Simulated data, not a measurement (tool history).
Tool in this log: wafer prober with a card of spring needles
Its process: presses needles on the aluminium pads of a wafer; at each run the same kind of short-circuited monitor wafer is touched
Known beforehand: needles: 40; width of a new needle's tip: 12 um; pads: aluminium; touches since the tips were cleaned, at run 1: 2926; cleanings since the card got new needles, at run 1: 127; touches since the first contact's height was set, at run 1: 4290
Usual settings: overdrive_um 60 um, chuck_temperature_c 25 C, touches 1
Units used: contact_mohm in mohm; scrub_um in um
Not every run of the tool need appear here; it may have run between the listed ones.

run	hour	overdrive_um	chuck_temperature_c	touches	touches since the tips were cleaned	cleanings since the card got new needles	touches since the first contact's height was set	contact_mohm	scrub_um
1	0	60	25	1	2926	127	4290	287	10.32
# hour 5.1: tips cleaned on abrasive film
# hour 15.1: tips cleaned on abrasive film
# hour 27.6: tips cleaned on abrasive film
# hour 37.6: tips cleaned on abrasive film
2	47.3	60	25	1	5334	131	30070	306	10.28
# hour 49.9: tips cleaned on abrasive film
# hour 59.9: tips cleaned on abrasive film
# hour 69.9: tips cleaned on abrasive film
# hour 80: tips cleaned on abrasive film
# hour 90: tips cleaned on abrasive film
3	90.3	60	112	1	199	136	53444	265	10.22
# hour 100.4: tips cleaned on abrasive film
# hour 110.4: tips cleaned on abrasive film
4	118.5	60	112	1	4473	138	68827	315	10.2
# hour 121.1: tips cleaned on abrasive film
# hour 133.6: tips cleaned on abrasive film
# hour 143.7: tips cleaned on abrasive film
# hour 153.7: tips cleaned on abrasive film
# hour 163.7: tips cleaned on abrasive film
5	164.6	60	112	1	484	143	93852	276	10.16
# hour 174.6: tips cleaned on abrasive film
# hour 184.6: tips cleaned on abrasive film
# hour 194.7: tips cleaned on abrasive film
6	196.6	60	112	1	1095	146	111307	281	10.1
# hour 206.7: tips cleaned on abrasive film
# hour 216.7: tips cleaned on abrasive film
# hour 217: height of the first contact set anew
# hour 227: tips cleaned on abrasive film
# hour 237: tips cleaned on abrasive film
# hour 247.1: tips cleaned on abrasive film
# hour 257.1: tips cleaned on abrasive film
7	258.6	60	112	1	846	152	22658	284	10.28
# hour 268.6: tips cleaned on abrasive film
# hour 278.7: tips cleaned on abrasive film
# hour 288.7: tips cleaned on abrasive film
# hour 298.7: tips cleaned on abrasive film
# hour 308.7: tips cleaned on abrasive film
# hour 318.8: tips cleaned on abrasive film
8	322.9	60	112	1	2301	158	57678	304	10.22
# hour 330.5: tips cleaned on abrasive film
# hour 340.5: tips cleaned on abrasive film
# hour 350.5: tips cleaned on abrasive film
# hour 360.6: tips cleaned on abrasive film
9	361.1	60	25	2	283	162	78409	243	10.18
# hour 371.1: tips cleaned on abrasive film
# hour 383.6: tips cleaned on abrasive film
# hour 393.6: tips cleaned on abrasive film
# hour 406.1: tips cleaned on abrasive film
# hour 416.1: tips cleaned on abrasive film
10	418.5	60	25	2	1308	167	109707	257	10.11
# hour 428.6: tips cleaned on abrasive film
# hour 438.6: tips cleaned on abrasive film
# hour 441.4: height of the first contact set anew
# hour 448.9: tips cleaned on abrasive film
# hour 458.9: tips cleaned on abrasive film
11	462	60	25	2	1720	171	11263	265	10.3
# hour 469.6: tips cleaned on abrasive film
# hour 479.6: tips cleaned on abrasive film
# hour 491: tips cleaned on abrasive film
12	491	60	25	2	0	174	26996	243	10.27
# hour 501: tips cleaned on abrasive film
# hour 511: tips cleaned on abrasive film
# hour 521: tips cleaned on abrasive film
13	521.6	60	25	2	284	177	43639	248	10.24
# hour 531.6: tips cleaned on abrasive film
# hour 541.6: tips cleaned on abrasive film
# hour 551.6: tips cleaned on abrasive film
14	560.5	64	29	1	4889	180	64887	305	10.9
# hour 563.1: tips cleaned on abrasive film
# hour 573.1: tips cleaned on abrasive film
# hour 583.2: tips cleaned on abrasive film
# hour 593.2: tips cleaned on abrasive film
# hour 603.2: tips cleaned on abrasive film
15	608.9	73	64	2	3128	185	91189	270	12.4
# hour 614: tips cleaned on abrasive film
# hour 626.5: tips cleaned on abrasive film
# hour 636.5: tips cleaned on abrasive film
# hour 649: tips cleaned on abrasive film
16	656.9	60	62	1	4364	189	117365	324	10.12
# hour 659.5: tips cleaned on abrasive film
# hour 664.8: height of the first contact set anew
# hour 672.3: tips cleaned on abrasive film
# hour 682.3: tips cleaned on abrasive film
17	685.8	42	62	2	1912	192	11454	306	7.19
# hour 693.4: tips cleaned on abrasive film
# hour 703.4: tips cleaned on abrasive film
# hour 713.4: tips cleaned on abrasive film
# hour 723.4: tips cleaned on abrasive film
# hour 733.4: tips cleaned on abrasive film
18	737.3	46	37	2	2119	197	39474	288	7.85
# hour 744.8: tips cleaned on abrasive film
# hour 754.9: tips cleaned on abrasive film
# hour 764.9: tips cleaned on abrasive film
# hour 777.4: tips cleaned on abrasive film
19	784.4	55	50	2	3861	201	65146	295	9.33
# hour 789.5: tips cleaned on abrasive film
# hour 802: tips cleaned on abrasive film
# hour 812: tips cleaned on abrasive film
# hour 822: tips cleaned on abrasive film
# hour 834.5: tips cleaned on abrasive film
20	837.5	55	84	1	1639	206	94050	299	9.3
# hour 845.1: tips cleaned on abrasive film
# hour 855.1: tips cleaned on abrasive film
# hour 867.6: tips cleaned on abrasive film
# hour 880.1: tips cleaned on abrasive film
# hour 887.8: height of the first contact set anew
# hour 890.4: tips cleaned on abrasive film
# hour 900.4: tips cleaned on abrasive film
21	904.2	60	52	1	2083	212	8899	293	10.31
# hour 911.8: tips cleaned on abrasive film
# hour 924.3: tips cleaned on abrasive film
# hour 934.3: tips cleaned on abrasive film
# hour 944.3: tips cleaned on abrasive film
# hour 954.4: tips cleaned on abrasive film
22	956.6	60	52	1	1229	217	37394	271	10.25
# hour 966.6: tips cleaned on abrasive film
# hour 976.6: tips cleaned on abrasive film
# hour 986.7: tips cleaned on abrasive film
23	991.4	45	109	2	2630	220	56383	314	7.66
# hour 999: tips cleaned on abrasive film
# hour 1009: tips cleaned on abrasive film
# hour 1019: tips cleaned on abrasive film
# hour 1029.1: tips cleaned on abrasive film
# hour 1039.1: tips cleaned on abrasive film
# hour 1049.1: tips cleaned on abrasive film
24	1057.2	64	27	1	4458	226	92196	305	10.81
# hour 1059.8: tips cleaned on abrasive film
# hour 1069.8: tips cleaned on abrasive film
# hour 1079.8: tips cleaned on abrasive film
# hour 1089.9: tips cleaned on abrasive film
# hour 1099.9: tips cleaned on abrasive film
25	1101	60	25	1	586	231	115958	260	10.11

3 ways to go on from here, each from the tool as it stands after run 25. What would each give?
# hour 1111: tips cleaned on abrasive film
# hour 1111.3: height of the first contact set anew
# hour 1121.3: tips cleaned on abrasive film
# hour 1131.3: tips cleaned on abrasive film
# hour 1141.3: tips cleaned on abrasive film
# hour 1151.4: tips cleaned on abrasive film
A	1153	60	28	1	889	236	22702	?	?
# hour 1111: tips cleaned on abrasive film
# hour 1111.3: height of the first contact set anew
# hour 1121.3: tips cleaned on abrasive film
# hour 1131.3: tips cleaned on abrasive film
# hour 1141.3: tips cleaned on abrasive film
# hour 1151.4: tips cleaned on abrasive film
B	1153	65	71	2	889	236	22702	?	?
# hour 1111: tips cleaned on abrasive film
# hour 1111.3: height of the first contact set anew
# hour 1121.3: tips cleaned on abrasive film
# hour 1131.3: tips cleaned on abrasive film
# hour 1141.3: tips cleaned on abrasive film
# hour 1151.4: tips cleaned on abrasive film
C	1153	60	25	1	889	236	22702	?	?

run	contact_mohm	scrub_um
A	265	10.28
B	260	11.15
C	265	10.27
Without the tool's unlogged condition, the same runs would have read:
run	contact_mohm	scrub_um
A	236	10.32
B	244	11.2
C	235	10.31
